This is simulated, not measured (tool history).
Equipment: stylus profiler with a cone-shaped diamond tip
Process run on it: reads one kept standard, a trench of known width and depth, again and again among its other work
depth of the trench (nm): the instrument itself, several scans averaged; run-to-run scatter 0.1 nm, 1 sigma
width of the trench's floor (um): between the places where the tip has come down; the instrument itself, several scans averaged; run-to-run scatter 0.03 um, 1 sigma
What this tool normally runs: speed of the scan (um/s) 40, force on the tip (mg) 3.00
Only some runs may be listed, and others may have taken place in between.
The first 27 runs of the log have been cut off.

run    hour  speed of the scan (um/s)  force on the tip (mg)  depth of the trench (nm)  width of the trench's floor (um)
 28   760.9                        23                   3.00                    203.09                             97.16
 29   794.5                        23                   3.00                    203.02                             97.09
 30   832.2                        23                   3.00                    203.05                             97.14
 31   869.5                        13                   2.40                    202.74                             97.19
 32   903.6                        77                   2.75                    202.86                             97.00
 33   922.1                        38                   2.59                    202.64                             97.08
 34   938.7                        12                   2.59                    202.85                             97.20
 35   967.1                        25                   2.45                    202.64                             97.13
 36   992.4                        78                   3.28                    203.34                             96.96
 37  1030.3                        45                   5.61                    204.81                             97.14
 38  1067.1                        83                   8.60                    206.23                             97.05
 39  1098.5                        73                   6.95                    205.25                             97.08
 40  1117.2                        65                   5.46                    204.84                             97.10
 41  1149.6                        65                   8.89                    206.34                             96.99
 42  1175.2                       130                   3.63                    203.54                             96.85

Branching from run 42: 3 alternative next runs. What would each branch give?
  A  1204.0                       130                   3.62                         ?                                 ?
  B  1204.0                        19                   6.19                         ?                                 ?
  C  1204.0                        12                   4.38                         ?                                 ?

run  depth of the trench (nm)  width of the trench's floor (um)
  A                    203.52                             96.79
  B                    204.95                             97.20
  C                    203.75                             97.17
What these runs would have given with no unlogged condition in the tool:
run  depth of the trench (nm)  width of the trench's floor (um)
  A                    203.52                             96.80
  B                    204.96                             97.21
  C                    203.76                             97.18
